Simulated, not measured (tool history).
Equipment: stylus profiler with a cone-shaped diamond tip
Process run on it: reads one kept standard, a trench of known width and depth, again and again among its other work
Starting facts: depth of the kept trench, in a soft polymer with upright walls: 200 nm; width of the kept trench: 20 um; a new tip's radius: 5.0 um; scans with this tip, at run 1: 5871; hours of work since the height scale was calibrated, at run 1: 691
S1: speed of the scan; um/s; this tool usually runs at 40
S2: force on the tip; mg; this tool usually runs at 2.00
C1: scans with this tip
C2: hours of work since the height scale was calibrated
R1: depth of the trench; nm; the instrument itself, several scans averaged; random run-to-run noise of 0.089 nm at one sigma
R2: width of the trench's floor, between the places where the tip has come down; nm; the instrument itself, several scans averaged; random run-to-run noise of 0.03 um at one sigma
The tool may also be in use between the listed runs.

Run 1, hour 0.0: usual settings; C1 5871; C2 691. Result: R1 202.32 nm, R2 16530 nm.
Run 2, hour 46.3: usual settings but S1 88 um/s; C1 6165; C2 726. Result: R1 202.20 nm, R2 16400 nm.
Run 3, hour 81.9: usual settings; C1 6392; C2 753. Result: R1 202.11 nm, R2 16600 nm.
Run 4, hour 133.5: usual settings; C1 6721; C2 791. Result: R1 202.28 nm, R2 16480 nm.
Run 5, hour 169.3: usual settings; C1 6948; C2 818. Result: R1 202.17 nm, R2 16470 nm.
Run 6, hour 204.0: usual settings but S2 2.51 mg; C1 7169; C2 844. Result: R1 202.65 nm, R2 16480 nm.
Run 7, hour 228.8: usual settings but S2 2.51 mg; C1 7327; C2 863. Result: R1 202.53 nm, R2 16450 nm.
Run 8, hour 277.2: usual settings but S2 2.51 mg; C1 7635; C2 899. Result: R1 202.52 nm, R2 16430 nm.
Run 9, hour 313.3: usual settings; C1 7864; C2 926. Result: R1 202.25 nm, R2 16440 nm.
Run 10, hour 359.0: usual settings; C1 8155; C2 960. Result: R1 202.18 nm, R2 16380 nm.
Run 11, hour 412.9: usual settings; C1 8498; C2 1001. Result: R1 202.15 nm, R2 16350 nm.
Run 12, hour 437.4: usual settings; C1 8654; C2 1019. Result: R1 202.03 nm, R2 16400 nm.
Run 13, hour 488.1: usual settings but S1 22 um/s; C1 8977; C2 1057. Result: R1 202.08 nm, R2 16300 nm.
Run 14, hour 532.3: usual settings but S1 16 um/s, S2 0.95 mg; C1 9258; C2 1090. Result: R1 200.99 nm, R2 16320 nm.
Run 15, hour 578.3: usual settings but S1 16 um/s, S2 0.95 mg; C1 9551; C2 1125. Result: R1 201.23 nm, R2 16270 nm.
At hour 583.0: height scale calibrated on a step standard.
Run 16, hour 621.9: usual settings but S1 76 um/s, S2 1.72 mg; C1 9825; C2 29. Result: R1 201.70 nm, R2 16140 nm.
Run 17, hour 652.8: usual settings but S1 76 um/s, S2 1.72 mg; C1 10022; C2 52. Result: R1 201.73 nm, R2 16140 nm.
Run 18, hour 682.9: usual settings but S1 81 um/s, S2 0.74 mg; C1 10213; C2 75. Result: R1 200.61 nm, R2 15970 nm.
At hour 716.0: height scale calibrated on a step standard, once more.
Run 19, hour 728.9: usual settings but S1 81 um/s, S2 0.74 mg; C1 10503; C2 10. Result: R1 201.39 nm, R2 15930 nm.
Run 20, hour 778.6: usual settings but S1 62 um/s; C1 10819; C2 47. Result: R1 202.44 nm, R2 16130 nm.
Run 21, hour 825.2: usual settings but S1 12 um/s, S2 1.61 mg; C1 11116; C2 82. Result: R1 202.15 nm, R2 16250 nm.
Run 22, hour 850.6: usual settings but S1 43 um/s, S2 0.90 mg; C1 11277; C2 101. Result: R1 201.44 nm, R2 16050 nm.
Run 23, hour 889.5: usual settings but S1 11 um/s, S2 0.88 mg; C1 11525; C2 130. Result: R1 201.39 nm, R2 16130 nm.
Run 24, hour 920.3: usual settings but S1 41 um/s, S2 1.85 mg; C1 11721; C2 153. Result: R1 202.23 nm, R2 16040 nm.
Run 25, hour 952.6: usual settings but S2 3.08 mg; C1 11927; C2 177. Result: R1 203.27 nm, R2 16180 nm.
Run 26, hour 1003.5: usual settings but S1 11 um/s, S2 1.86 mg; C1 12250; C2 215. Result: R1 202.37 nm, R2 16180 nm.

Predict each of these 5 candidate next runs independently; none follows another, all start after run 26:
Run A, hour 1044.2: usual settings but S1 26 um/s, S2 1.00 mg; C1 12510; C2 246. Result: R1 ?, R2 ?.
Run B, hour 1044.2: usual settings but S1 17 um/s, S2 1.86 mg; C1 12510; C2 246. Result: R1 ?, R2 ?.
Run C, hour 1044.2: usual settings but S1 12 um/s, S2 1.84 mg; C1 12510; C2 246. Result: R1 ?, R2 ?.
Run D, hour 1044.2: usual settings but S1 13 um/s, S2 4.83 mg; C1 12510; C2 246. Result: R1 ?, R2 ?.
Run E, hour 1044.2: usual settings but S1 73 um/s, S2 0.71 mg; C1 12510; C2 246. Result: R1 ?, R2 ?.

run      R1     R2
  A  201.58  16060
  B  202.35  16080
  C  202.37  16130
  D  204.51  16120
  E  201.25  15840
What these runs would have given with no unlogged condition in the tool:
run      R1     R2
  A  201.67  17090
  B  202.44  17100
  C  202.47  17160
  D  204.61  17150
  E  201.35  16860
